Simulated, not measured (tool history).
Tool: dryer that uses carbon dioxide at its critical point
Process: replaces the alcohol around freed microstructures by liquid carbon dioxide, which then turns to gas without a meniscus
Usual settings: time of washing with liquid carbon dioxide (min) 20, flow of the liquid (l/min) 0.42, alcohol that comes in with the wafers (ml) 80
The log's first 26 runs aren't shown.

run,hour,time of washing with liquid carbon dioxide (min),flow of the liquid (l/min),alcohol that comes in with the wafers (ml),alcohol left in the vessel before it's heated (ppm by volume)
27,181.3,15,0.488,113,513
28,190.5,24,0.549,80,112
29,195.8,24,0.549,24,112
30,202.4,20,0.263,80,1543
31,207,20,0.263,80,1588
32,212.8,20,0.263,80,1503
33,217.2,27,0.61,80,115
34,222.6,27,0.61,80,121

Predict each of these 4 candidate next runs independently; none follows another, all start after run 34:
A,228.2,17,0.61,80,?
B,228.2,29,0.67,80,?
C,228.2,15,0.306,95,?
D,228.2,23,0.537,80,?

run,alcohol left in the vessel before it's heated (ppm by volume)
A,157
B,127
C,3099
D,121
The same runs, with their run-to-run variation unchanged, on a tool lacking any hidden condition would have given:
run,alcohol left in the vessel before it's heated (ppm by volume)
A,20
B,11
C,1864
D,1

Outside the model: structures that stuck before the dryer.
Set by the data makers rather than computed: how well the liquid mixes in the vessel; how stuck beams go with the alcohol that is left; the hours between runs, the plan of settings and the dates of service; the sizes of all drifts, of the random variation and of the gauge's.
